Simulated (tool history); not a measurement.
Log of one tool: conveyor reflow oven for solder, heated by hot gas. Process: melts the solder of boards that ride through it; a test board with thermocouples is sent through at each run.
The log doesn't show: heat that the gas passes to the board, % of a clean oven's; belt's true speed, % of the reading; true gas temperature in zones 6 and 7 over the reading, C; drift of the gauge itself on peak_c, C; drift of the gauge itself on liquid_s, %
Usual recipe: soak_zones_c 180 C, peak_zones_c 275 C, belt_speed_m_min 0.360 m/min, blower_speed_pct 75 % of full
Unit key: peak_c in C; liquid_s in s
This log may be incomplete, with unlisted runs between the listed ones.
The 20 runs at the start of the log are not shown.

run   hour  soak_zones_c  peak_zones_c  belt_speed_m_min  blower_speed_pct  hours of work since the flux was cleaned out  hours of work since the belt drive was overhauled  hours of work since the thermocouples were changed  peak_c  liquid_s
 21  248.1           189           268             0.382                60                                            26                                                 41                                                  49   255.6      94.6
 22  256.7           193           285             0.360                75                                            33                                                 47                                                  55   275.4     116.6
 23  263.8           181           270             0.360                75                                            38                                                 52                                                  61   260.1     101.2
 24  274.4           180           268             0.360                61                                            45                                                 60                                                  68   255.7      96.2
 25  289.2           189           275             0.398                75                                            56                                                 70                                                  79   263.1      96.7
 26  299.6           172           266             0.415                74                                            63                                                 78                                                  86   251.2      74.3
 27  309.0           172           266             0.415                74                                            70                                                 85                                                  93   251.1      74.4
 28  316.8           180           280             0.360                58                                            76                                                 90                                                  99   266.0     102.6
 29  324.0           180           280             0.360                58                                            81                                                 95                                                 104   265.9     103.3
 30  331.3           189           288             0.357                51                                            86                                                101                                                 109   273.1     115.1

Alternative continuations, all from the tool just after run 30; predict every row:
  A  343.7           180           264             0.360                75                                            95                                                110                                                 118       ?         ?
  B  343.7           193           275             0.405                60                                            95                                                110                                                 118       ?         ?
  C  343.7           180           264             0.360                66                                            95                                                110                                                 118       ?         ?
  D  343.7           189           288             0.342                51                                            95                                                110                                                 118       ?         ?

run  peak_c  liquid_s
  A   254.5      94.4
  B   260.5      94.9
  C   252.8      93.0
  D   274.4     120.4
Without the tool's hidden state the same runs would have given:
run  peak_c  liquid_s
  A   254.9      94.6
  B   260.8      95.0
  C   253.1      93.3
  D   274.6     120.2
